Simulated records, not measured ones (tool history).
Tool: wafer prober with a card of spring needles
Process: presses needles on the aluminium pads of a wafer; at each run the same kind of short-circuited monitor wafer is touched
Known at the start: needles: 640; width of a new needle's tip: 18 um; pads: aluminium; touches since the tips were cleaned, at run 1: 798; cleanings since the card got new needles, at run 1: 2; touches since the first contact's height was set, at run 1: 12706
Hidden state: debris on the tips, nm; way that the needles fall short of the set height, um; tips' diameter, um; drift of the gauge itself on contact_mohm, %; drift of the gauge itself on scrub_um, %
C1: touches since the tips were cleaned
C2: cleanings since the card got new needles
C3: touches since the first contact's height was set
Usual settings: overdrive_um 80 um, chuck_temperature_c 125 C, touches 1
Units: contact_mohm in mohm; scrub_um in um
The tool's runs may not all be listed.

Run 1, day 0: usual settings; C1 798; C2 2; C3 12706. Result: contact_mohm 143 mohm, scrub_um 10.82 um.
Run 2, day 0.646: usual settings; C1 4773; C2 2; C3 16681. Result: contact_mohm 143 mohm, scrub_um 10.83 um.
At day 0.808: tips cleaned on abrasive film.
Run 3, day 1.004: usual settings; C1 1219; C2 3; C3 18875. Result: contact_mohm 146 mohm, scrub_um 10.77 um.
Run 4, day 1.379: usual settings but chuck_temperature_c 99 C; C1 3544; C2 3; C3 21200. Result: contact_mohm 139 mohm, scrub_um 10.8 um.
At day 1.746: tips cleaned on abrasive film.
Run 5, day 2.112: usual settings but overdrive_um 69 um; C1 2262; C2 4; C3 25693. Result: contact_mohm 146 mohm, scrub_um 9.36 um.
At day 2.683: tips cleaned on abrasive film.
Run 6, day 2.733: usual settings but overdrive_um 69 um; C1 285; C2 5; C3 29484. Result: contact_mohm 145 mohm, scrub_um 9.33 um.
Run 7, day 3.317: usual settings but overdrive_um 69 um, chuck_temperature_c 32 C; C1 3892; C2 5; C3 33091. Result: contact_mohm 130 mohm, scrub_um 9.33 um.
At day 3.608: tips cleaned on abrasive film.
Run 8, day 3.679: usual settings but overdrive_um 69 um, chuck_temperature_c 32 C; C1 431; C2 6; C3 35309. Result: contact_mohm 132 mohm, scrub_um 9.34 um.
Run 9, day 4.221: usual settings but overdrive_um 69 um, chuck_temperature_c 32 C; C1 3782; C2 6; C3 38660. Result: contact_mohm 134 mohm, scrub_um 9.33 um.
At day 4.55: tips cleaned on abrasive film.
Run 10, day 4.767: usual settings but overdrive_um 69 um, chuck_temperature_c 32 C; C1 1322; C2 7; C3 41983. Result: contact_mohm 131 mohm, scrub_um 9.33 um.
At day 5.471: tips cleaned on abrasive film.
Run 11, day 5.5: usual settings but overdrive_um 69 um, chuck_temperature_c 81 C; C1 171; C2 8; C3 46492. Result: contact_mohm 137 mohm, scrub_um 9.33 um.
Run 12, day 6.233: usual settings but overdrive_um 69 um, chuck_temperature_c 81 C; C1 4702; C2 8; C3 51023. Result: contact_mohm 139 mohm, scrub_um 9.34 um.
At day 6.4: tips cleaned on abrasive film.
Run 13, day 6.958: usual settings but overdrive_um 85 um; C1 3438; C2 9; C3 55466. Result: contact_mohm 143 mohm, scrub_um 11.51 um.
At day 7.375: tips cleaned on abrasive film.
Run 14, day 7.7: usual settings but overdrive_um 85 um; C1 2002; C2 10; C3 60015. Result: contact_mohm 142 mohm, scrub_um 11.49 um.
At day 8.296: tips cleaned on abrasive film.
Run 15, day 8.338: usual settings but overdrive_um 85 um; C1 251; C2 11; C3 63925. Result: contact_mohm 140 mohm, scrub_um 11.48 um.
Run 16, day 8.688: usual settings; C1 2408; C2 11; C3 66082. Result: contact_mohm 141 mohm, scrub_um 10.81 um.
At day 9.225: tips cleaned on abrasive film.
Run 17, day 9.338: usual settings; C1 712; C2 12; C3 70076. Result: contact_mohm 145 mohm, scrub_um 10.79 um.
Run 18, day 9.775: usual settings but chuck_temperature_c 50 C; C1 3399; C2 12; C3 72763. Result: contact_mohm 131 mohm, scrub_um 10.82 um.
At day 10.179: tips cleaned on abrasive film.
Run 19, day 10.375: usual settings but overdrive_um 82 um, chuck_temperature_c 29 C; C1 1216; C2 13; C3 76455. Result: contact_mohm 128 mohm, scrub_um 11.1 um.
Run 20, day 10.804: usual settings but overdrive_um 82 um, chuck_temperature_c 81 C; C1 3844; C2 13; C3 79083. Result: contact_mohm 132 mohm, scrub_um 11.11 um.
At day 11.121: tips cleaned on abrasive film.
Run 21, day 11.308: usual settings but overdrive_um 69 um, chuck_temperature_c 39 C, touches 2; C1 1157; C2 14; C3 82178. Result: contact_mohm 132 mohm, scrub_um 9.32 um.
Run 22, day 11.821: usual settings but overdrive_um 65 um, chuck_temperature_c 118 C; C1 4316; C2 14; C3 85337. Result: contact_mohm 146 mohm, scrub_um 8.75 um.
At day 12.067: tips cleaned on abrasive film.
Run 23, day 12.496: usual settings but overdrive_um 97 um; C1 2645; C2 15; C3 89488. Result: contact_mohm 141 mohm, scrub_um 13.14 um.
At day 13: tips cleaned on abrasive film.
Run 24, day 13.092: usual settings but overdrive_um 97 um, touches 2; C1 563; C2 16; C3 93134. Result: contact_mohm 142 mohm, scrub_um 13.12 um.
Run 25, day 13.438: usual settings but overdrive_um 97 um, chuck_temperature_c 47 C, touches 2; C1 2704; C2 16; C3 95275. Result: contact_mohm 128 mohm, scrub_um 13.1 um.
At day 13.925: tips cleaned on abrasive film.
Run 26, day 14.033: usual settings but touches 2; C1 678; C2 17; C3 98926. Result: contact_mohm 144 mohm, scrub_um 10.83 um.
Run 27, day 14.479: usual settings but overdrive_um 63 um, chuck_temperature_c 118 C, touches 2; C1 3426; C2 17; C3 101674. Result: contact_mohm 145 mohm, scrub_um 8.48 um.
At day 14.879: tips cleaned on abrasive film.
Run 28, day 15.1: usual settings but overdrive_um 63 um, chuck_temperature_c 118 C, touches 2; C1 1367; C2 18; C3 105486. Result: contact_mohm 147 mohm, scrub_um 8.53 um.
Run 29, day 15.721: usual settings but overdrive_um 63 um, chuck_temperature_c 53 C, touches 3; C1 5186; C2 18; C3 109305. Result: contact_mohm 139 mohm, scrub_um 8.54 um.
At day 15.821: tips cleaned on abrasive film.
Run 30, day 16.371: usual settings but overdrive_um 63 um, chuck_temperature_c 53 C, touches 3; C1 3373; C2 19; C3 113281. Result: contact_mohm 137 mohm, scrub_um 8.48 um.
At day 16.758: tips cleaned on abrasive film.
Run 31, day 16.892: usual settings but overdrive_um 74 um, chuck_temperature_c 30 C, touches 3; C1 836; C2 20; C3 116488. Result: contact_mohm 128 mohm, scrub_um 9.99 um.
Run 32, day 17.312: usual settings but overdrive_um 74 um, chuck_temperature_c 54 C, touches 3; C1 3419; C2 20; C3 119071. Result: contact_mohm 133 mohm, scrub_um 10 um.
At day 17.692: tips cleaned on abrasive film.
Run 33, day 18.058: usual settings but overdrive_um 74 um, chuck_temperature_c 54 C, touches 3; C1 2276; C2 21; C3 123657. Result: contact_mohm 136 mohm, scrub_um 10.08 um.
Run 34, day 18.546: usual settings but overdrive_um 74 um, chuck_temperature_c 54 C, touches 3; C1 5279; C2 21; C3 126660. Result: contact_mohm 133 mohm, scrub_um 9.98 um.

Forecast each of these 3 alternatives for the next run:
At day 18.617: tips cleaned on abrasive film.
Run A, day 19.283: usual settings but overdrive_um 74 um; C1 4096; C2 22; C3 131176. Result: contact_mohm ?, scrub_um ?.
At day 18.617: tips cleaned on abrasive film.
Run B, day 19.283: usual settings but overdrive_um 79 um, chuck_temperature_c 51 C, touches 3; C1 4096; C2 22; C3 131176. Result: contact_mohm ?, scrub_um ?.
At day 18.617: tips cleaned on abrasive film.
Run C, day 19.283: usual settings but overdrive_um 93 um, chuck_temperature_c 54 C, touches 3; C1 4096; C2 22; C3 131176. Result: contact_mohm ?, scrub_um ?.

run  contact_mohm  scrub_um
  A           144        10
  B           132     10.67
  C           130     12.62
Without the tool's hidden state the same runs would have given:
run  contact_mohm  scrub_um
  A           143        10
  B           132     10.67
  C           130     12.62
